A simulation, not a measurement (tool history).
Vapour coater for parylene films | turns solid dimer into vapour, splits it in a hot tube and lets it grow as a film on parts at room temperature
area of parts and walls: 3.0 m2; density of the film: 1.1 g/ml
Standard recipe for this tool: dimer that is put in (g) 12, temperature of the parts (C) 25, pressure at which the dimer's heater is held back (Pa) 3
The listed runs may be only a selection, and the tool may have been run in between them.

| run | hour | dimer that is put in (g) | temperature of the parts (C) | pressure at which the dimer's heater is held back (Pa) | thickness of the film (µm) |
|---|---|---|---|---|---|
| 1 | 0 | 12 | 25 | 3 | 2.23 |
| 2 | 43.5 | 12 | 25 | 3 | 2.24 |
| 3 | 93.5 | 12 | 25 | 4.28 | 2.09 |
| 4 | 155.9 | 12 | 25 | 10.98 | 1.72 |
| 5 | 194 | 12 | 25 | 10.98 | 1.71 |
|  | 226.4 | table's thermometer calibrated |
| 6 | 226.4 | 12 | 32 | 10.98 | 1.41 |
| 7 | 298.1 | 12 | 32 | 10.98 | 1.37 |
| 8 | 364.6 | 12 | 32 | 10.98 | 1.34 |
| 9 | 430.5 | 12 | 32 | 10.98 | 1.35 |
| 10 | 494.9 | 12 | 32 | 10.98 | 1.31 |
| 11 | 568.9 | 12 | 32 | 10.98 | 1.3 |
| 12 | 610.8 | 12 | 32 | 10.98 | 1.32 |
| 13 | 660.2 | 12 | 25 | 10.02 | 1.58 |
|  | 667.9 | trap's valve overhauled |
| 14 | 716.4 | 12 | 25 | 6.38 | 1.86 |
| 15 | 775.1 | 19 | 20 | 9.25 | 3.2 |
| 16 | 831 | 8 | 19 | 9.25 | 1.36 |
| 17 | 895.2 | 6 | 25 | 3 | 1.07 |
| 18 | 930.1 | 16 | 25 | 3 | 2.82 |
| 19 | 977.7 | 16 | 25 | 3 | 2.79 |
| 20 | 1046.4 | 16 | 25 | 3 | 2.71 |
| 21 | 1092.6 | 16 | 25 | 3.18 | 2.69 |
| 22 | 1124.4 | 12 | 18 | 3.64 | 2.37 |
| 23 | 1173.9 | 12 | 18 | 3.64 | 2.32 |
| 24 | 1243.4 | 17 | 25 | 3 | 2.77 |

Run 25 comes next. What will it give?
| 25 | 1292.7 | 5 | 25 | 6.77 | ? |

For run 25 the tool returned thickness of the film (µm) 0.7.
Were there no unlogged condition in the tool, this run, its random variation unchanged, would have produced thickness of the film (µm) 0.78.

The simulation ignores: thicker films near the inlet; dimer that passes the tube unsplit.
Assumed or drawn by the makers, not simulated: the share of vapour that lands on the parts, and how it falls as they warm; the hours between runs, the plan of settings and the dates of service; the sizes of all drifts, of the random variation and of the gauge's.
